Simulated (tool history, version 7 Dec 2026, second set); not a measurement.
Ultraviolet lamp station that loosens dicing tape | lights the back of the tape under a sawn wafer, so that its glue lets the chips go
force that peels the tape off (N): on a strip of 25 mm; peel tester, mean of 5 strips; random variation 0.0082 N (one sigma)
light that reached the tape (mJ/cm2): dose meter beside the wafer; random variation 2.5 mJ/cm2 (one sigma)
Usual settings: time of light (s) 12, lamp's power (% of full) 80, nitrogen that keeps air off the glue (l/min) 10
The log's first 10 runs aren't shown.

run	hour	time of light (s)	lamp's power (% of full)	nitrogen that keeps air off the glue (l/min)	hours of work of the lamp	hours of work since the window was cleaned	force that peels the tape off (N)	light that reached the tape (mJ/cm2)
11	132.8	9	80	10	223	185	0.84	186
12	142.4	12	80	7	230	192	0.674	249
13	156.2	12	80	7	241	203	0.678	245
14	168.2	12	80	7	249	211	0.665	245
15	180.7	12	80	7	259	221	0.701	245
16	196.9	12	80	10	271	233	0.532	240
# hour 210.2: window cleaned of glue's vapour
17	215.2	15	95	12	284	4	0.121	423
18	223.1	8	69	10	290	9	1.091	163
19	241.8	11	69	7	304	23	0.81	221
20	253.3	17	86	9	312	32	0.152	423
21	270.5	14	67	9	325	45	0.462	269
22	280.1	14	67	9	332	52	0.463	269
23	290.9	14	61	9	340	60	0.575	239
24	304.9	6	61	17	350	70	1.612	100
25	319	6	61	17	361	80	1.601	100
26	327.7	12	80	7	367	87	0.58	266
27	337.8	7	80	20	375	94	0.815	154
28	351.2	12	66	10	384	104	0.657	214
29	364.1	15	81	10	394	114	0.269	326
30	379.7	6	80	10	405	125	1.479	125
31	391.1	13	80	6	414	134	0.633	275

5 ways to go on from here, each from the tool as it stands after run 31. What would each give?
A	405.6	13	97	3	425	144	?	?
B	405.6	9	80	5	425	144	?	?
C	405.6	10	72	6	425	144	?	?
D	405.6	13	80	7	425	144	?	?
E	405.6	21	82	12	425	144	?	?

run	force that peels the tape off (N)	light that reached the tape (mJ/cm2)
A	0.763	330
B	1.365	191
C	1.225	190
D	0.566	271
E	0.115	451
Without the tool's hidden state the same runs would have given:
run	force that peels the tape off (N)	light that reached the tape (mJ/cm2)
A	0.539	393
B	1.053	227
C	0.926	227
D	0.386	323
E	0.092	538
